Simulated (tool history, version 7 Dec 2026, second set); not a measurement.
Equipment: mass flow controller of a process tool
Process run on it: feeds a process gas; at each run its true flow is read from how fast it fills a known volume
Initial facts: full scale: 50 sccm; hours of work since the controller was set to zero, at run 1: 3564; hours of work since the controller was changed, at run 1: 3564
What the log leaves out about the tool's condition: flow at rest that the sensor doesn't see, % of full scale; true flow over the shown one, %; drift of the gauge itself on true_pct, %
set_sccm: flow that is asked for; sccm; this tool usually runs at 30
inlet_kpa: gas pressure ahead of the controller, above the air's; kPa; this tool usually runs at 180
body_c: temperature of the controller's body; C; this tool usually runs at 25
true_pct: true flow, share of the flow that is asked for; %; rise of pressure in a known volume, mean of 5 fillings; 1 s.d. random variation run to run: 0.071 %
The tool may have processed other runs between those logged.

run    hour  set_sccm  inlet_kpa  body_c  hours of work since the controller was set to zero  hours of work since the controller was changed  true_pct
  1     0.0        30        180      25                                                3564                                            3564     99.87
  2   190.0        30        180      38                                                3660                                            3660    101.13
  3   399.2        30        180      38                                                3766                                            3766    100.86
  4   556.6        30        180      38                                                3846                                            3846    101.11
  5   750.5        30        180      25                                                3945                                            3945     99.74
  6   857.6        30        180      30                                                3999                                            3999    100.20
  7  1014.9        30        180      30                                                4079                                            4079    100.25
  8  1233.4        30        221      25                                                4190                                            4190     99.49
  9  1420.4        30        180      25                                                4284                                            4284     99.83
 10  1546.4        30        180      25                                                4348                                            4348     99.70
 11  1689.3        30        180      25                                                4421                                            4421     99.91
 12  1885.3        30        180      25                                                4520                                            4520     99.78
 13  2009.9        30        180      25                                                4583                                            4583     99.92
 14  2118.5        30        253      25                                                4639                                            4639     99.30
 15  2294.6        30        253      25                                                4728                                            4728     99.41
 16  2423.3        30        253      25                                                4793                                            4793     99.35
 17  2580.9        30        253      32                                                4873                                            4873    100.09
 18  2750.1        30        253      24                                                4959                                            4959     99.31
 19  2906.6        30        180      34                                                5038                                            5038    100.71
 20  3010.7        49        227      28                                                5091                                            5091    101.00
 21  3230.7        25        180      26                                                5203                                            5203     99.42
 22  3378.5        25        180      26                                                5278                                            5278     99.34
 23  3551.9        30        163      25                                                5366                                            5366     99.99
 24  3734.2        30        271      25                                                5458                                            5458     99.08
 25  3874.7        44        180      28                                                5530                                            5530    101.02
     3918.7  -- controller's zero set anew
 26  4084.9         8        180      40                                                  84                                            5636    103.08
 27  4285.3         8        180      40                                                 186                                            5738    102.98
 28  4383.1         7        159      25                                                 236                                            5787    101.73
 29  4504.7         7        159      25                                                 297                                            5849    101.63
 30  4718.6         8        170      23                                                 406                                            5957    101.19
 31  4891.2        11        196      27                                                 493                                            6045    101.73

Here are 3 independent what-if runs from the current tool condition. What would each one return?
  A  5086.6        30        162      35                                                 593                                            6144         ?
  B  5086.6        10        238      28                                                 593                                            6144         ?
  C  5086.6         7        180      22                                                 593                                            6144         ?

run  true_pct
  A    103.44
  B    101.39
  C    100.61
Stripped of hidden state, with their random variation kept, the same runs would have yielded:
run  true_pct
  A    100.95
  B     99.53
  C     99.16

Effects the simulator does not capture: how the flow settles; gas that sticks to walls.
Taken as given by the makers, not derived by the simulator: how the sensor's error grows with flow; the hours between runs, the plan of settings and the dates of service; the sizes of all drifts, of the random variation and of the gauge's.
